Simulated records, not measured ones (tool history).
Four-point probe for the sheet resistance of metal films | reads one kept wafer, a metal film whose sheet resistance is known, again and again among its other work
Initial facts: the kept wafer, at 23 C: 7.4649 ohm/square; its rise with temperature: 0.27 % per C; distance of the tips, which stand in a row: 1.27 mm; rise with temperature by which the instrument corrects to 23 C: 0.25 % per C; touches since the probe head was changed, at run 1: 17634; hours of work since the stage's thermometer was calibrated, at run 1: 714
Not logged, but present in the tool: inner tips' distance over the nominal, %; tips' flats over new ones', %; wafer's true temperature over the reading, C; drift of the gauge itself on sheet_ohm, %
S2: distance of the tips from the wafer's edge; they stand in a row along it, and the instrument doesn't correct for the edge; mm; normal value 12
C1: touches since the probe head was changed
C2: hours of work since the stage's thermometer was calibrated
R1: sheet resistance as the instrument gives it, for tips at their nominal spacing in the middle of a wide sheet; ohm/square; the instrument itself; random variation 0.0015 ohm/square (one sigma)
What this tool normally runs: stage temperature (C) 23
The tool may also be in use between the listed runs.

run 1 hour=0 | stage_temperature_(C)=23 S2=12 | C1=17634 C2=714 | R1=7.521183
run 2 hour=32.2 | stage_temperature_(C)=23 S2=12 | C1=18477 C2=733 | R1=7.524053
run 3 hour=105.1 | stage_temperature_(C)=23 S2=12 | C1=20383 C2=776 | R1=7.523588
run 4 hour=140.4 | stage_temperature_(C)=23 S2=12 | C1=21307 C2=797 | R1=7.527299
run 5 hour=178.6 | stage_temperature_(C)=18 S2=12 | C1=22306 C2=820 | R1=7.518917
run 6 hour=224.7 | stage_temperature_(C)=18 S2=12 | C1=23513 C2=848 | R1=7.520919
run 7 hour=272.9 | stage_temperature_(C)=18 S2=12 | C1=24774 C2=876 | R1=7.52011
run 8 hour=307.8 | stage_temperature_(C)=18 S2=12 | C1=25686 C2=897 | R1=7.522564
run 9 hour=359.2 | stage_temperature_(C)=23 S2=12 | C1=27031 C2=927 | R1=7.530346
run 10 hour=402.7 | stage_temperature_(C)=23 S2=12 | C1=28168 C2=953 | R1=7.532873
run 11 hour=458.6 | stage_temperature_(C)=23 S2=12 | C1=29632 C2=987 | R1=7.535397
run 12 hour=501.1 | stage_temperature_(C)=23 S2=12 | C1=30742 C2=1012 | R1=7.535399
run 13 hour=552.4 | stage_temperature_(C)=23 S2=12 | C1=32085 C2=1042 | R1=7.538547
-- hour=560 stage's thermometer calibrated
run 14 hour=584.7 | stage_temperature_(C)=23 S2=12 | C1=32917 C2=15 | R1=7.54145
run 15 hour=658.8 | stage_temperature_(C)=35 S2=12 | C1=34856 C2=59 | R1=7.559906
run 16 hour=729.1 | stage_temperature_(C)=24 S2=12 | C1=36695 C2=101 | R1=7.54578
run 17 hour=767.1 | stage_temperature_(C)=24 S2=12 | C1=37687 C2=123 | R1=7.544758
run 18 hour=826.8 | stage_temperature_(C)=23 S2=62 | C1=39250 C2=159 | R1=7.506468
run 19 hour=883.6 | stage_temperature_(C)=26 S2=12 | C1=40737 C2=193 | R1=7.553309
run 20 hour=939.8 | stage_temperature_(C)=26 S2=12 | C1=42208 C2=226 | R1=7.554173
run 21 hour=974 | stage_temperature_(C)=30 S2=12 | C1=43101 C2=246 | R1=7.561712
-- hour=1023.2 stage's thermometer calibrated, once more
run 22 hour=1048 | stage_temperature_(C)=30 S2=12 | C1=45023 C2=15 | R1=7.556453
run 23 hour=1080.6 | stage_temperature_(C)=30 S2=12 | C1=45877 C2=34 | R1=7.554893
run 24 hour=1114.1 | stage_temperature_(C)=30 S2=12 | C1=46754 C2=54 | R1=7.555451
run 25 hour=1191.3 | stage_temperature_(C)=33 S2=46 | C1=48772 C2=100 | R1=7.520284
run 26 hour=1249.9 | stage_temperature_(C)=24 S2=49 | C1=50307 C2=135 | R1=7.506997
run 27 hour=1282.5 | stage_temperature_(C)=21 S2=49 | C1=51159 C2=154 | R1=7.506482
run 28 hour=1335.3 | stage_temperature_(C)=19 S2=17 | C1=52539 C2=186 | R1=7.521805
run 29 hour=1404.4 | stage_temperature_(C)=19 S2=17 | C1=54348 C2=227 | R1=7.523954
run 30 hour=1459.1 | stage_temperature_(C)=33 S2=12 | C1=55778 C2=259 | R1=7.573043
run 31 hour=1494.7 | stage_temperature_(C)=29 S2=3 | C1=56710 C2=280 | R1=8.177602
run 32 hour=1545.8 | stage_temperature_(C)=27 S2=35 | C1=58047 C2=311 | R1=7.522726
run 33 hour=1588.5 | stage_temperature_(C)=27 S2=35 | C1=59163 C2=336 | R1=7.526331
run 34 hour=1640.3 | stage_temperature_(C)=27 S2=35 | C1=60518 C2=367 | R1=7.529363
run 35 hour=1689.1 | stage_temperature_(C)=23 S2=23 | C1=61796 C2=396 | R1=7.527903
run 36 hour=1746.9 | stage_temperature_(C)=23 S2=23 | C1=63308 C2=431 | R1=7.528641
run 37 hour=1791.6 | stage_temperature_(C)=22 S2=22 | C1=64477 C2=457 | R1=7.528016
run 38 hour=1848.2 | stage_temperature_(C)=26 S2=9 | C1=65958 C2=491 | R1=7.60441
run 39 hour=1886.9 | stage_temperature_(C)=26 S2=9 | C1=66970 C2=514 | R1=7.605583
run 40 hour=1950.3 | stage_temperature_(C)=24 S2=12 | C1=68629 C2=552 | R1=7.571454
run 41 hour=1982.9 | stage_temperature_(C)=29 S2=12 | C1=69480 C2=571 | R1=7.582035
run 42 hour=2058.5 | stage_temperature_(C)=26 S2=20 | C1=71458 C2=616 | R1=7.548625
run 43 hour=2123.2 | stage_temperature_(C)=26 S2=20 | C1=73152 C2=654 | R1=7.552173
run 44 hour=2195.6 | stage_temperature_(C)=33 S2=17 | C1=75046 C2=697 | R1=7.570344

Below are 3 alternative next runs, each starting from the tool's condition after run 44. Predict each:
run A hour=2271.1 | stage_temperature_(C)=33 S2=58 | C1=77020 C2=742 | R1=?
run B hour=2271.1 | stage_temperature_(C)=20 S2=61 | C1=77020 C2=742 | R1=?
run C hour=2271.1 | stage_temperature_(C)=21 S2=12 | C1=77020 C2=742 | R1=?

run=A R1=7.55283
run=B R1=7.528216
run=C R1=7.575773
With the hidden condition removed and each run's random variation left untouched, the same runs would have given:
run=A R1=7.484592
run=B R1=7.460055
run=C R1=7.507221

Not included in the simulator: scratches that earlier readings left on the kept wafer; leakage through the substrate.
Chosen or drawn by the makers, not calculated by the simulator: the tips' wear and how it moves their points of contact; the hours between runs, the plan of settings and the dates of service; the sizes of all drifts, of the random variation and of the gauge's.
